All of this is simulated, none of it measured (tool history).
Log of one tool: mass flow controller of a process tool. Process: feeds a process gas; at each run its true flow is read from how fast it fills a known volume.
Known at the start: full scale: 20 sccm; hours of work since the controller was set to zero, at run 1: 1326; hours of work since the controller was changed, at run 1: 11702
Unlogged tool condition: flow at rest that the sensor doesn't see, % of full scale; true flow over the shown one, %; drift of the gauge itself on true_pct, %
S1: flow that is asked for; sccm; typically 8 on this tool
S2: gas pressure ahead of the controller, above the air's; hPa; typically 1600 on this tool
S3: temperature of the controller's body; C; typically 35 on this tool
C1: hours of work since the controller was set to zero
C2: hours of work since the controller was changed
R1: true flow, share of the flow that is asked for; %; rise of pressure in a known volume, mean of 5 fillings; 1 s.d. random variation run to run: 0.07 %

run	hour	S1	S2	S3	C1	C2	R1
1	0.0	8	1600	35	1326	11702	98.69
2	415.3	8	1600	35	1567	11943	98.79
3	696.4	8	1600	24	1731	12107	99.73
4	1170.3	8	1600	24	2006	12382	99.86
5	1499.1	8	1600	35	2197	12573	99.02
6	1706.7	8	1600	35	2318	12693	99.01
7	1958.5	8	1600	28	2464	12840	99.54
8	2316.7	8	1830	28	2672	13048	99.68
9	2550.9	8	1830	28	2808	13184	99.72
10	2809.8	8	1600	35	2958	13334	99.13
11	3242.6	8	1600	35	3210	13586	99.23
12	3553.9	8	1600	26	3391	13766	99.86
13	3994.9	8	1600	26	3647	14023	100.10
# hour 4337.9: controller exchanged for a calibrated one
14	4427.5	8	1600	26	52	52	100.13
# hour 4728.6: gauge calibrated
15	4894.8	8	1600	26	323	323	99.47
16	5138.5	8	1600	35	465	465	98.81
17	5477.6	8	2480	30	662	662	99.38
18	5840.9	18	1460	24	873	873	100.03
19	6078.5	4	1600	39	1011	1011	98.39
20	6377.4	4	1600	39	1185	1185	98.37
21	6868.9	8	1680	35	1470	1470	99.01
22	7233.5	2	1660	22	1682	1682	100.05
23	7683.3	2	1660	22	1943	1943	99.93
24	7934.9	12	2180	37	2089	2089	99.18
25	8372.5	12	2180	37	2343	2343	99.23
26	8824.3	12	2180	37	2606	2606	99.37
27	9203.5	8	1800	35	2826	2826	99.34
28	9606.3	8	1800	35	3060	3060	99.46
29	10081.9	8	1800	35	3336	3336	99.48
30	10344.2	15	1600	28	3489	3489	100.50
31	10836.7	4	2300	38	3775	3775	99.42

Forecast each of these 3 alternatives for the next run:
A	11319.5	3	1600	21	4055	4055	?
B	11319.5	4	1600	32	4055	4055	?
C	11319.5	3	1600	27	4055	4055	?

run	R1
A	100.70
B	99.83
C	100.25
Without the tool's unlogged condition, the same runs would have read:
run	R1
A	99.69
B	98.84
C	99.25
